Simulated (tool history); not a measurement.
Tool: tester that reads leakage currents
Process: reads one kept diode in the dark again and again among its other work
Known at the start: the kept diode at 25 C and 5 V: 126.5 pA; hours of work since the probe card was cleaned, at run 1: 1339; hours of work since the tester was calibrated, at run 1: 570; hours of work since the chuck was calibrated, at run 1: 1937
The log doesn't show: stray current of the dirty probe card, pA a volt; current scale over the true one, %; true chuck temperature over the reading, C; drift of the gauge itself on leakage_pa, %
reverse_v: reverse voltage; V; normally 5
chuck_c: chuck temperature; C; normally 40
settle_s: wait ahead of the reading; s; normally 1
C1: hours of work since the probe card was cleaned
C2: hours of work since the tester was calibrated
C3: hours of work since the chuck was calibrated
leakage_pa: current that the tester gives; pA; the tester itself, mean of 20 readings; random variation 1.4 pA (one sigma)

run 1 day=0 | reverse_v=5 chuck_c=40 settle_s=1 | C1=1339 C2=570 C3=1937 | leakage_pa=480.58
run 2 day=2.088 | reverse_v=4.26 chuck_c=40 settle_s=1 | C1=1367 C2=598 C3=1966 | leakage_pa=453.96
run 3 day=4.771 | reverse_v=11.36 chuck_c=40 settle_s=1 | C1=1404 C2=635 C3=2002 | leakage_pa=661.32
run 4 day=7.429 | reverse_v=11.36 chuck_c=40 settle_s=1 | C1=1440 C2=671 C3=2038 | leakage_pa=661.61
run 5 day=10.621 | reverse_v=11.36 chuck_c=40 settle_s=1 | C1=1484 C2=715 C3=2082 | leakage_pa=662.48
run 6 day=13.862 | reverse_v=5 chuck_c=40 settle_s=1 | C1=1528 C2=759 C3=2126 | leakage_pa=480.94
-- day=14.329 probe card cleaned and baked
run 7 day=18.008 | reverse_v=5 chuck_c=40 settle_s=1 | C1=50 C2=814 C3=2181 | leakage_pa=480.49
run 8 day=20.067 | reverse_v=5 chuck_c=40 settle_s=1 | C1=78 C2=842 C3=2209 | leakage_pa=481.91
run 9 day=22.246 | reverse_v=5 chuck_c=40 settle_s=1 | C1=108 C2=871 C3=2239 | leakage_pa=484
run 10 day=26.812 | reverse_v=5 chuck_c=40 settle_s=1 | C1=170 C2=934 C3=2301 | leakage_pa=483.05
run 11 day=29.958 | reverse_v=5 chuck_c=40 settle_s=1 | C1=213 C2=976 C3=2344 | leakage_pa=484.31
run 12 day=33.542 | reverse_v=5 chuck_c=40 settle_s=1 | C1=262 C2=1025 C3=2392 | leakage_pa=485.14
-- day=34.896 chuck's temperature calibrated
run 13 day=37.054 | reverse_v=5 chuck_c=40 settle_s=1 | C1=308 C2=1072 C3=29 | leakage_pa=462.43
run 14 day=39.362 | reverse_v=5 chuck_c=40 settle_s=1 | C1=340 C2=1103 C3=61 | leakage_pa=459.99
run 15 day=43.629 | reverse_v=5 chuck_c=40 settle_s=1 | C1=398 C2=1161 C3=119 | leakage_pa=463.74
run 16 day=45.817 | reverse_v=5 chuck_c=40 settle_s=1 | C1=428 C2=1191 C3=149 | leakage_pa=463.4
run 17 day=48.962 | reverse_v=5 chuck_c=30 settle_s=1 | C1=471 C2=1234 C3=192 | leakage_pa=199
run 18 day=52.408 | reverse_v=5 chuck_c=30 settle_s=1 | C1=518 C2=1281 C3=239 | leakage_pa=198.83
run 19 day=55.596 | reverse_v=5 chuck_c=48 settle_s=1 | C1=561 C2=1325 C3=282 | leakage_pa=886.58
run 20 day=59.742 | reverse_v=5 chuck_c=28 settle_s=1 | C1=618 C2=1381 C3=338 | leakage_pa=166.82
run 21 day=62.279 | reverse_v=5.73 chuck_c=40 settle_s=7.07 | C1=652 C2=1416 C3=373 | leakage_pa=490.35
-- day=62.638 tester calibrated
run 22 day=66.375 | reverse_v=5 chuck_c=37 settle_s=1 | C1=707 C2=51 C3=428 | leakage_pa=361.25
run 23 day=70.729 | reverse_v=4.54 chuck_c=37 settle_s=3.36 | C1=766 C2=110 C3=487 | leakage_pa=346.41
-- day=73.842 tester calibrated, once more
run 24 day=74.833 | reverse_v=4.54 chuck_c=37 settle_s=3.36 | C1=821 C2=13 C3=542 | leakage_pa=354.35
run 25 day=77.771 | reverse_v=5 chuck_c=57 settle_s=2.54 | C1=861 C2=54 C3=582 | leakage_pa=1788.84
run 26 day=82.3 | reverse_v=5 chuck_c=34 settle_s=7.99 | C1=923 C2=115 C3=644 | leakage_pa=284.75
run 27 day=84.825 | reverse_v=5 chuck_c=34 settle_s=7.99 | C1=957 C2=150 C3=678 | leakage_pa=284.59
run 28 day=87.454 | reverse_v=5 chuck_c=34 settle_s=7.99 | C1=993 C2=185 C3=714 | leakage_pa=285.38
run 29 day=91.375 | reverse_v=5 chuck_c=34 settle_s=7.99 | C1=1046 C2=239 C3=767 | leakage_pa=285.53
run 30 day=94.288 | reverse_v=2.65 chuck_c=20 settle_s=0.32 | C1=1086 C2=279 C3=807 | leakage_pa=65.33
run 31 day=96.842 | reverse_v=2.65 chuck_c=20 settle_s=0.32 | C1=1121 C2=313 C3=842 | leakage_pa=65.65
run 32 day=100.496 | reverse_v=17.19 chuck_c=21 settle_s=1.93 | C1=1171 C2=363 C3=891 | leakage_pa=147.49
run 33 day=103.038 | reverse_v=17.19 chuck_c=21 settle_s=1.93 | C1=1205 C2=398 C3=926 | leakage_pa=148.36
run 34 day=107.7 | reverse_v=5 chuck_c=33 settle_s=0.54 | C1=1269 C2=461 C3=990 | leakage_pa=264.35
run 35 day=110.988 | reverse_v=2.68 chuck_c=36 settle_s=1.02 | C1=1313 C2=506 C3=1034 | leakage_pa=266.52
run 36 day=114.042 | reverse_v=1.05 chuck_c=31 settle_s=1.03 | C1=1355 C2=548 C3=1076 | leakage_pa=121.41
run 37 day=116.896 | reverse_v=14.33 chuck_c=31 settle_s=6 | C1=1394 C2=587 C3=1115 | leakage_pa=334.21
run 38 day=119.183 | reverse_v=14.33 chuck_c=24 settle_s=0.65 | C1=1425 C2=618 C3=1146 | leakage_pa=183.75

Consider 3 possible next runs. They are alternatives, not a sequence: every one starts from the tool as it was left by run 38. What does each give?
run A day=122.904 | reverse_v=5 chuck_c=49 settle_s=1 | C1=1476 C2=668 C3=1197 | leakage_pa=?
run B day=122.904 | reverse_v=5 chuck_c=25 settle_s=1 | C1=1476 C2=668 C3=1197 | leakage_pa=?
run C day=122.904 | reverse_v=1.15 chuck_c=40 settle_s=1.03 | C1=1476 C2=668 C3=1197 | leakage_pa=?

run=A leakage_pa=981.07
run=B leakage_pa=131.83
run=C leakage_pa=270.07
With the hidden condition removed and each run's random variation left untouched, the same runs would have given:
run=A leakage_pa=961.7
run=B leakage_pa=127.63
run=C leakage_pa=264.44

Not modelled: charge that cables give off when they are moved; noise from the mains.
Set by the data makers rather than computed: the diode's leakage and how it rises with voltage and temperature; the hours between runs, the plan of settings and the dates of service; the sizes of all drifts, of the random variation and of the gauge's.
